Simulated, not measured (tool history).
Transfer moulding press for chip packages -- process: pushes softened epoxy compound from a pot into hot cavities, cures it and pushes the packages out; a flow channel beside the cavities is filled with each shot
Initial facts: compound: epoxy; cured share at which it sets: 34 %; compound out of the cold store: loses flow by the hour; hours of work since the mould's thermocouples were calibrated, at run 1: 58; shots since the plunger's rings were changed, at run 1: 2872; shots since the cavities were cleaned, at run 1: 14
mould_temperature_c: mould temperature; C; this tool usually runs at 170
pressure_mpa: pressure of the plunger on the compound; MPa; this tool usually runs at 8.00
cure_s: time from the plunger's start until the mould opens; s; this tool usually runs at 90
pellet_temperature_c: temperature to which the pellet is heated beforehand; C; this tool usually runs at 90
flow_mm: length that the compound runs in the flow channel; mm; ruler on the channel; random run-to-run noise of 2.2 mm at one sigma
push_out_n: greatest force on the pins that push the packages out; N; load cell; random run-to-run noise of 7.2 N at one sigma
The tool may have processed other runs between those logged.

| run | hour | mould_temperature_c | pressure_mpa | cure_s | pellet_temperature_c | hours of work since the mould's thermocouples were calibrated | shots since the plunger's rings were changed | shots since the cavities were cleaned | incoming compound's hours out of the cold store | flow_mm | push_out_n |
|---|---|---|---|---|---|---|---|---|---|---|---|
| 1 | 0.0 | 170 | 8.00 | 90 | 90 | 58 | 2872 | 14 | 25.5 | 571 | 305 |
|  | 42.9 | cavities cleaned with cleaning compound and waxed |
| 2 | 58.6 | 170 | 8.00 | 90 | 90 | 97 | 3633 | 209 | 17.4 | 570 | 360 |
|  | 85.8 | cavities cleaned with cleaning compound and waxed |
| 3 | 90.8 | 170 | 8.00 | 90 | 90 | 117 | 4041 | 67 | 14.0 | 573 | 339 |
|  | 128.6 | cavities cleaned with cleaning compound and waxed |
| 4 | 159.0 | 170 | 8.00 | 90 | 90 | 163 | 4929 | 405 | 33.4 | 535 | 390 |
|  | 171.1 | cavities cleaned with cleaning compound and waxed |
| 5 | 197.0 | 170 | 8.00 | 90 | 90 | 188 | 5416 | 346 | 34.3 | 530 | 383 |
|  | 212.4 | plunger's sealing rings changed |
|  | 213.9 | cavities cleaned with cleaning compound and waxed |
|  | 258.0 | cavities cleaned with cleaning compound and waxed |
| 6 | 269.6 | 170 | 8.00 | 90 | 90 | 233 | 721 | 154 | 31.6 | 575 | 364 |
|  | 298.3 | cavities cleaned with cleaning compound and waxed |
| 7 | 304.3 | 170 | 8.00 | 90 | 90 | 256 | 1164 | 80 | 23.2 | 587 | 311 |
|  | 343.0 | cavities cleaned with cleaning compound and waxed |
| 8 | 360.0 | 169 | 8.00 | 90 | 90 | 293 | 1886 | 228 | 19.6 | 584 | 381 |
|  | 388.2 | cavities cleaned with cleaning compound and waxed |
| 9 | 417.3 | 169 | 8.00 | 90 | 90 | 331 | 2628 | 387 | 37.8 | 553 | 433 |
|  | 423.1 | mould's thermocouples calibrated |
|  | 433.1 | cavities cleaned with cleaning compound and waxed |
| 10 | 466.1 | 170 | 8.00 | 90 | 90 | 28 | 3231 | 439 | 46.8 | 533 | 399 |
|  | 475.9 | cavities cleaned with cleaning compound and waxed |
| 11 | 507.9 | 170 | 8.00 | 82 | 90 | 56 | 3767 | 426 | 31.2 | 543 | 427 |
|  | 520.4 | cavities cleaned with cleaning compound and waxed |
| 12 | 537.7 | 170 | 8.00 | 90 | 90 | 75 | 4144 | 230 | 40.9 | 531 | 350 |
|  | 561.5 | cavities cleaned with cleaning compound and waxed |
| 13 | 597.3 | 170 | 8.00 | 90 | 90 | 115 | 4918 | 476 | 27.8 | 540 | 388 |
|  | 603.7 | cavities cleaned with cleaning compound and waxed |
|  | 644.6 | cavities cleaned with cleaning compound and waxed |
|  | 654.9 | plunger's sealing rings changed |
| 14 | 659.1 | 170 | 8.00 | 90 | 90 | 153 | 56 | 160 | 20.3 | 598 | 329 |
|  | 688.8 | cavities cleaned with cleaning compound and waxed |
| 15 | 688.8 | 163 | 8.00 | 97 | 90 | 172 | 431 | 0 | 33.9 | 596 | 376 |
|  | 732.1 | cavities cleaned with cleaning compound and waxed |
| 16 | 746.7 | 167 | 8.00 | 116 | 90 | 211 | 1182 | 195 | 22.0 | 592 | 328 |
|  | 757.4 | mould's thermocouples calibrated, once more |
|  | 777.0 | cavities cleaned with cleaning compound and waxed |
| 17 | 796.2 | 172 | 8.00 | 121 | 90 | 25 | 1794 | 255 | 18.9 | 579 | 326 |
|  | 819.1 | cavities cleaned with cleaning compound and waxed |
| 18 | 852.6 | 172 | 8.00 | 121 | 90 | 63 | 2526 | 447 | 10.8 | 588 | 360 |
|  | 860.5 | cavities cleaned with cleaning compound and waxed |
|  | 903.9 | cavities cleaned with cleaning compound and waxed |
| 19 | 915.9 | 172 | 6.03 | 121 | 95 | 104 | 3329 | 160 | 39.1 | 468 | 318 |
|  | 947.5 | cavities cleaned with cleaning compound and waxed |
| 20 | 984.4 | 170 | 8.00 | 90 | 100 | 150 | 4221 | 492 | 45.2 | 529 | 416 |
|  | 989.6 | cavities cleaned with cleaning compound and waxed |
|  | 1029.4 | cavities cleaned with cleaning compound and waxed |
| 21 | 1041.7 | 170 | 8.00 | 90 | 100 | 187 | 4943 | 163 | 23.2 | 547 | 344 |
|  | 1070.7 | cavities cleaned with cleaning compound and waxed |
|  | 1095.2 | plunger's sealing rings changed |
| 22 | 1104.8 | 170 | 6.72 | 102 | 90 | 227 | 128 | 421 | 42.5 | 518 | 381 |
|  | 1114.7 | cavities cleaned with cleaning compound and waxed |
| 23 | 1146.6 | 165 | 6.72 | 102 | 86 | 254 | 665 | 425 | 29.9 | 550 | 431 |
|  | 1156.7 | cavities cleaned with cleaning compound and waxed |
|  | 1199.6 | cavities cleaned with cleaning compound and waxed |
| 24 | 1212.7 | 170 | 9.33 | 90 | 90 | 297 | 1505 | 174 | 27.4 | 625 | 355 |
|  | 1240.0 | cavities cleaned with cleaning compound and waxed |
| 25 | 1258.4 | 170 | 9.33 | 90 | 90 | 327 | 2093 | 245 | 9.1 | 645 | 380 |

Alternative continuations, all from the tool just after run 25; predict every row:
|  | 1284.0 | cavities cleaned with cleaning compound and waxed |
| A | 1309.2 | 163 | 8.00 | 90 | 88 | 361 | 2750 | 336 | 27.5 | ? | ? |
|  | 1284.0 | cavities cleaned with cleaning compound and waxed |
| B | 1309.2 | 168 | 8.00 | 90 | 90 | 361 | 2750 | 336 | 38.1 | ? | ? |
|  | 1284.0 | cavities cleaned with cleaning compound and waxed |
| C | 1309.2 | 163 | 9.33 | 104 | 90 | 361 | 2750 | 336 | 21.0 | ? | ? |
|  | 1284.0 | cavities cleaned with cleaning compound and waxed |
| D | 1309.2 | 166 | 9.33 | 78 | 87 | 361 | 2750 | 336 | 8.0 | ? | ? |

| run | flow_mm | push_out_n |
|---|---|---|
| A | 593 | 574 |
| B | 554 | 407 |
| C | 646 | 434 |
| D | 662 | 628 |
Without the tool's hidden state the same runs would have given:
| run | flow_mm | push_out_n |
|---|---|---|
| A | 621 | 456 |
| B | 580 | 314 |
| C | 676 | 339 |
| D | 692 | 498 |
